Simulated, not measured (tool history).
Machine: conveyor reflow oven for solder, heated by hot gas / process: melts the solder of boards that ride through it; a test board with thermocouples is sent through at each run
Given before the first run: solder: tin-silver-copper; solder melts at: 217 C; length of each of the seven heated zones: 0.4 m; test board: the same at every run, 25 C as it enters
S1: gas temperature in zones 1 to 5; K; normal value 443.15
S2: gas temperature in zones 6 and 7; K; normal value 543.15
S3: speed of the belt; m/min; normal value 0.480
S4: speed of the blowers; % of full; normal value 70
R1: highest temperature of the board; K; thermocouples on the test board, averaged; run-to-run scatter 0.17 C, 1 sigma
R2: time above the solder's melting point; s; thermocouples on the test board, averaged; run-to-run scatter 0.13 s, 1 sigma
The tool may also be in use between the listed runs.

{"run": 1, "hour": 0.0, "S1": 443.15, "S2": 543.15, "S3": 0.48, "S4": 70, "R1": 526.25, "R2": 74.1}
{"run": 2, "hour": 8.9, "S1": 443.15, "S2": 543.15, "S3": 0.422, "S4": 70, "R1": 529.95, "R2": 89.3}
{"run": 3, "hour": 19.2, "S1": 443.15, "S2": 543.15, "S3": 0.422, "S4": 70, "R1": 530.15, "R2": 89.3}
{"run": 4, "hour": 32.1, "S1": 443.15, "S2": 543.15, "S3": 0.422, "S4": 70, "R1": 529.75, "R2": 89.0}
{"run": 5, "hour": 44.0, "S1": 443.15, "S2": 543.15, "S3": 0.422, "S4": 70, "R1": 529.85, "R2": 88.8}
{"run": 6, "hour": 56.3, "S1": 443.15, "S2": 543.15, "S3": 0.422, "S4": 70, "R1": 529.75, "R2": 89.1}
{"run": 7, "hour": 64.1, "S1": 443.15, "S2": 556.15, "S3": 0.48, "S4": 70, "R1": 537.05, "R2": 82.7}
{"run": 8, "hour": 76.4, "S1": 443.15, "S2": 556.15, "S3": 0.48, "S4": 70, "R1": 537.25, "R2": 82.3}
{"run": 9, "hour": 83.5, "S1": 443.15, "S2": 556.15, "S3": 0.48, "S4": 70, "R1": 537.35, "R2": 82.4}
{"run": 10, "hour": 96.9, "S1": 443.15, "S2": 556.15, "S3": 0.48, "S4": 70, "R1": 536.95, "R2": 82.5}
{"hour": 104.9, "done": "flux residue cleaned out of gas plates and filters"}
{"run": 11, "hour": 113.8, "S1": 443.15, "S2": 556.15, "S3": 0.48, "S4": 70, "R1": 538.45, "R2": 83.8}
{"run": 12, "hour": 124.5, "S1": 443.15, "S2": 543.15, "S3": 0.515, "S4": 70, "R1": 524.85, "R2": 67.3}
{"run": 13, "hour": 135.5, "S1": 443.15, "S2": 537.15, "S3": 0.515, "S4": 70, "R1": 519.65, "R2": 62.4}
{"run": 14, "hour": 144.6, "S1": 435.15, "S2": 537.15, "S3": 0.498, "S4": 70, "R1": 519.45, "R2": 61.2}
{"run": 15, "hour": 153.0, "S1": 435.15, "S2": 537.15, "S3": 0.498, "S4": 70, "R1": 518.95, "R2": 61.1}
{"run": 16, "hour": 165.1, "S1": 435.15, "S2": 537.15, "S3": 0.498, "S4": 70, "R1": 519.15, "R2": 60.8}
{"run": 17, "hour": 177.7, "S1": 435.15, "S2": 539.15, "S3": 0.567, "S4": 70, "R1": 516.05, "R2": 48.9}
{"run": 18, "hour": 190.5, "S1": 444.15, "S2": 537.15, "S3": 0.48, "S4": 56, "R1": 517.15, "R2": 62.3}
{"run": 19, "hour": 200.4, "S1": 444.15, "S2": 546.15, "S3": 0.398, "S4": 56, "R1": 530.75, "R2": 94.9}
{"run": 20, "hour": 212.2, "S1": 444.15, "S2": 533.15, "S3": 0.403, "S4": 55, "R1": 518.35, "R2": 80.1}
{"run": 21, "hour": 224.2, "S1": 455.15, "S2": 543.15, "S3": 0.48, "S4": 83, "R1": 531.55, "R2": 85.2}
{"run": 22, "hour": 234.1, "S1": 455.15, "S2": 543.15, "S3": 0.48, "S4": 83, "R1": 531.55, "R2": 85.3}
{"run": 23, "hour": 240.8, "S1": 452.15, "S2": 547.15, "S3": 0.398, "S4": 51, "R1": 530.85, "R2": 98.9}
{"run": 24, "hour": 248.4, "S1": 452.15, "S2": 547.15, "S3": 0.398, "S4": 51, "R1": 530.65, "R2": 98.7}
{"run": 25, "hour": 260.5, "S1": 443.15, "S2": 543.15, "S3": 0.576, "S4": 75, "R1": 521.75, "R2": 56.7}
{"run": 26, "hour": 273.9, "S1": 436.15, "S2": 554.15, "S3": 0.576, "S4": 52, "R1": 517.55, "R2": 47.4}

Alternative continuations, all from the tool just after run 26; predict every row:
{"run": "A", "hour": 286.0, "S1": 443.15, "S2": 543.15, "S3": 0.401, "S4": 72, "R1": "?", "R2": "?"}
{"run": "B", "hour": 286.0, "S1": 436.15, "S2": 554.15, "S3": 0.403, "S4": 77, "R1": "?", "R2": "?"}
{"run": "C", "hour": 286.0, "S1": 444.15, "S2": 554.15, "S3": 0.576, "S4": 62, "R1": "?", "R2": "?"}
{"run": "D", "hour": 286.0, "S1": 453.15, "S2": 549.15, "S3": 0.43, "S4": 70, "R1": "?", "R2": "?"}
{"run": "E", "hour": 286.0, "S1": 443.15, "S2": 543.15, "S3": 0.4, "S4": 54, "R1": "?", "R2": "?"}

run=A R1=531.95 R2=96.7
run=B R1=542.45 R2=101.2
run=C R1=525.35 R2=58.8
run=D R1=536.35 R2=97.6
run=E R1=526.75 R2=89.3
Take away the tool's hidden state, keep each run's random variation, and the runs would have read:
run=A R1=533.35 R2=97.6
run=B R1=543.95 R2=101.9
run=C R1=526.95 R2=60.1
run=D R1=537.75 R2=98.2
run=E R1=528.05 R2=90.4
